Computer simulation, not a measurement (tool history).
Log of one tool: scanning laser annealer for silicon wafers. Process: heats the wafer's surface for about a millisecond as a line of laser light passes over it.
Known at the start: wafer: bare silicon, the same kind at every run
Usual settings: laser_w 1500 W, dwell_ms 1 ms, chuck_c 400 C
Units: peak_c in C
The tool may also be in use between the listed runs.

run 1 hour=0 | laser_w=1500 dwell_ms=1 chuck_c=400 | peak_c=1099
run 2 hour=9 | laser_w=1500 dwell_ms=1.13 chuck_c=400 | peak_c=1143
run 3 hour=16.8 | laser_w=1500 dwell_ms=1 chuck_c=400 | peak_c=1100
run 4 hour=22.1 | laser_w=1500 dwell_ms=0.95 chuck_c=400 | peak_c=1080
run 5 hour=30.3 | laser_w=1500 dwell_ms=0.95 chuck_c=400 | peak_c=1082
run 6 hour=34.9 | laser_w=1500 dwell_ms=0.95 chuck_c=400 | peak_c=1082
run 7 hour=44.8 | laser_w=1500 dwell_ms=0.95 chuck_c=400 | peak_c=1078
run 8 hour=54.4 | laser_w=1500 dwell_ms=0.95 chuck_c=400 | peak_c=1083
run 9 hour=59.9 | laser_w=1500 dwell_ms=0.95 chuck_c=400 | peak_c=1076
run 10 hour=70.4 | laser_w=1500 dwell_ms=0.95 chuck_c=400 | peak_c=1079
run 11 hour=79.1 | laser_w=1500 dwell_ms=0.95 chuck_c=400 | peak_c=1076
run 12 hour=90.3 | laser_w=1500 dwell_ms=0.95 chuck_c=400 | peak_c=1078
run 13 hour=97.6 | laser_w=1500 dwell_ms=1 chuck_c=378 | peak_c=1077
run 14 hour=103.1 | laser_w=1500 dwell_ms=0.9 chuck_c=400 | peak_c=1055
run 15 hour=108.7 | laser_w=1500 dwell_ms=0.9 chuck_c=400 | peak_c=1058
run 16 hour=119.2 | laser_w=1500 dwell_ms=0.9 chuck_c=400 | peak_c=1056
-- hour=133.6 optics aligned, line set to its width
run 17 hour=134.1 | laser_w=1554 dwell_ms=1 chuck_c=418 | peak_c=1157
run 18 hour=140.8 | laser_w=1489 dwell_ms=1.15 chuck_c=391 | peak_c=1148
run 19 hour=147.3 | laser_w=1489 dwell_ms=1.15 chuck_c=391 | peak_c=1144
run 20 hour=152.2 | laser_w=1277 dwell_ms=1.15 chuck_c=374 | peak_c=1018
run 21 hour=162.2 | laser_w=1389 dwell_ms=0.81 chuck_c=400 | peak_c=983
run 22 hour=167.8 | laser_w=1466 dwell_ms=0.71 chuck_c=390 | peak_c=969
run 23 hour=178.8 | laser_w=1426 dwell_ms=0.95 chuck_c=404 | peak_c=1059
run 24 hour=187.1 | laser_w=1426 dwell_ms=1.19 chuck_c=404 | peak_c=1135
run 25 hour=194.2 | laser_w=1482 dwell_ms=0.75 chuck_c=400 | peak_c=997
run 26 hour=204.9 | laser_w=1482 dwell_ms=0.75 chuck_c=400 | peak_c=1001
run 27 hour=211.5 | laser_w=1569 dwell_ms=1.12 chuck_c=400 | peak_c=1186
run 28 hour=218.6 | laser_w=1403 dwell_ms=0.78 chuck_c=361 | peak_c=937
run 29 hour=226.5 | laser_w=1646 dwell_ms=0.9 chuck_c=400 | peak_c=1135
run 30 hour=234.6 | laser_w=1289 dwell_ms=0.9 chuck_c=400 | peak_c=970

Forecast each of these 5 alternatives for the next run:
run A hour=244.8 | laser_w=1289 dwell_ms=0.93 chuck_c=400 | peak_c=?
run B hour=244.8 | laser_w=1289 dwell_ms=0.9 chuck_c=411 | peak_c=?
run C hour=244.8 | laser_w=1313 dwell_ms=0.77 chuck_c=420 | peak_c=?
run D hour=244.8 | laser_w=1468 dwell_ms=0.9 chuck_c=410 | peak_c=?
run E hour=244.8 | laser_w=1583 dwell_ms=1 chuck_c=400 | peak_c=?

run=A peak_c=978
run=B peak_c=978
run=C peak_c=952
run=D peak_c=1063
run=E peak_c=1141
Without the tool's hidden state the same runs would have given:
run=A peak_c=992
run=B peak_c=991
run=C peak_c=965
run=D peak_c=1078
run=E peak_c=1159

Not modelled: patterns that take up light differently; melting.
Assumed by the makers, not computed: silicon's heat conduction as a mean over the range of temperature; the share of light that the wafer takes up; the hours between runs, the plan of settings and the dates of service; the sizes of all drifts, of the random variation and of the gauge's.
